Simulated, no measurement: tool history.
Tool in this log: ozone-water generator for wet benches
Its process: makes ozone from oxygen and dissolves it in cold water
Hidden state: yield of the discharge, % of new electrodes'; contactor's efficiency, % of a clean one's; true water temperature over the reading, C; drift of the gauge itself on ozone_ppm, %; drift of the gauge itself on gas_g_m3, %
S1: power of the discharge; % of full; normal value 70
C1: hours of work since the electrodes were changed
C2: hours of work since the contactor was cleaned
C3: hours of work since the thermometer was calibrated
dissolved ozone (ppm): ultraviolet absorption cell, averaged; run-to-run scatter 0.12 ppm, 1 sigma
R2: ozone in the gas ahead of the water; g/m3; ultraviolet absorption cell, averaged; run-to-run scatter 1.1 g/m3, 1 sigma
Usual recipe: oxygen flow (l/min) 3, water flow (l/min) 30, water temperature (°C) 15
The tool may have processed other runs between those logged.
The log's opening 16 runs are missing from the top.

run 17 hour=1439.9 | S1=70 oxygen_flow_(l/min)=3 water_flow_(l/min)=21 water_temperature_(°C)=15 | C1=3592 C2=665 C3=1543 | dissolved_ozone_(ppm)=12.5 R2=172.5
run 18 hour=1547.2 | S1=79 oxygen_flow_(l/min)=1.68 water_flow_(l/min)=33 water_temperature_(°C)=15 | C1=3690 C2=763 C3=1641 | dissolved_ozone_(ppm)=7.7 R2=259
run 19 hour=1661.4 | S1=86 oxygen_flow_(l/min)=4.09 water_flow_(l/min)=33 water_temperature_(°C)=11 | C1=3793 C2=866 C3=1744 | dissolved_ozone_(ppm)=10 R2=165.6
run 20 hour=1759 | S1=50 oxygen_flow_(l/min)=2.95 water_flow_(l/min)=38 water_temperature_(°C)=15 | C1=3882 C2=955 C3=1833 | dissolved_ozone_(ppm)=5.3 R2=138.6
run 21 hour=1868.3 | S1=90 oxygen_flow_(l/min)=3 water_flow_(l/min)=21 water_temperature_(°C)=9 | C1=3981 C2=1054 C3=1932 | dissolved_ozone_(ppm)=15.5 R2=202.8
run 22 hour=1963 | S1=90 oxygen_flow_(l/min)=4.65 water_flow_(l/min)=19 water_temperature_(°C)=9 | C1=4067 C2=1140 C3=2018 | dissolved_ozone_(ppm)=17.7 R2=156.5
run 23 hour=2071.4 | S1=64 oxygen_flow_(l/min)=4.65 water_flow_(l/min)=26 water_temperature_(°C)=8 | C1=4165 C2=1238 C3=2116 | dissolved_ozone_(ppm)=10.8 R2=124.2
run 24 hour=2145.2 | S1=43 oxygen_flow_(l/min)=4.65 water_flow_(l/min)=26 water_temperature_(°C)=8 | C1=4232 C2=1305 C3=2183 | dissolved_ozone_(ppm)=8.3 R2=95.2
run 25 hour=2212.3 | S1=94 oxygen_flow_(l/min)=1.79 water_flow_(l/min)=44 water_temperature_(°C)=17 | C1=4293 C2=1366 C3=2244 | dissolved_ozone_(ppm)=5.8 R2=275.1
run 26 hour=2319.4 | S1=70 oxygen_flow_(l/min)=1.51 water_flow_(l/min)=30 water_temperature_(°C)=12 | C1=4390 C2=1463 C3=2341 | dissolved_ozone_(ppm)=7.3 R2=252.6
run 27 hour=2427.4 | S1=70 oxygen_flow_(l/min)=1.51 water_flow_(l/min)=30 water_temperature_(°C)=12 | C1=4488 C2=1561 C3=2439 | dissolved_ozone_(ppm)=7.2 R2=248.3
run 28 hour=2497.8 | S1=70 oxygen_flow_(l/min)=1.51 water_flow_(l/min)=30 water_temperature_(°C)=12 | C1=4552 C2=1625 C3=2502 | dissolved_ozone_(ppm)=7 R2=248.3
run 29 hour=2597.2 | S1=47 oxygen_flow_(l/min)=4.88 water_flow_(l/min)=45 water_temperature_(°C)=11 | C1=4642 C2=1715 C3=2593 | dissolved_ozone_(ppm)=4.8 R2=99.5
run 30 hour=2648.1 | S1=78 oxygen_flow_(l/min)=2.66 water_flow_(l/min)=34 water_temperature_(°C)=11 | C1=4688 C2=1761 C3=2639 | dissolved_ozone_(ppm)=7.8 R2=191.1
run 31 hour=2732.7 | S1=78 oxygen_flow_(l/min)=2.66 water_flow_(l/min)=38 water_temperature_(°C)=12 | C1=4765 C2=1837 C3=2715 | dissolved_ozone_(ppm)=6.8 R2=191.8
run 32 hour=2785.3 | S1=70 oxygen_flow_(l/min)=3.24 water_flow_(l/min)=22 water_temperature_(°C)=15 | C1=4812 C2=1885 C3=2763 | dissolved_ozone_(ppm)=11.7 R2=160.3

Forecast each of these 4 alternatives for the next run:
run A hour=2908.1 | S1=70 oxygen_flow_(l/min)=2.82 water_flow_(l/min)=26 water_temperature_(°C)=18 | C1=4924 C2=1997 C3=2874 | dissolved_ozone_(ppm)=? R2=?
run B hour=2908.1 | S1=63 oxygen_flow_(l/min)=3 water_flow_(l/min)=30 water_temperature_(°C)=21 | C1=4924 C2=1997 C3=2874 | dissolved_ozone_(ppm)=? R2=?
run C hour=2908.1 | S1=82 oxygen_flow_(l/min)=3 water_flow_(l/min)=41 water_temperature_(°C)=15 | C1=4924 C2=1997 C3=2874 | dissolved_ozone_(ppm)=? R2=?
run D hour=2908.1 | S1=70 oxygen_flow_(l/min)=4.1 water_flow_(l/min)=25 water_temperature_(°C)=13 | C1=4924 C2=1997 C3=2874 | dissolved_ozone_(ppm)=? R2=?

run=A dissolved_ozone_(ppm)=9.1 R2=171
run=B dissolved_ozone_(ppm)=7.3 R2=156
run=C dissolved_ozone_(ppm)=6.6 R2=185.5
run=D dissolved_ozone_(ppm)=10.7 R2=139.9
Take away the tool's hidden state, keep each run's random variation, and the runs would have read:
run=A dissolved_ozone_(ppm)=11.2 R2=200
run=B dissolved_ozone_(ppm)=8.9 R2=180.2
run=C dissolved_ozone_(ppm)=8.2 R2=220.7
run=D dissolved_ozone_(ppm)=13.1 R2=163.4
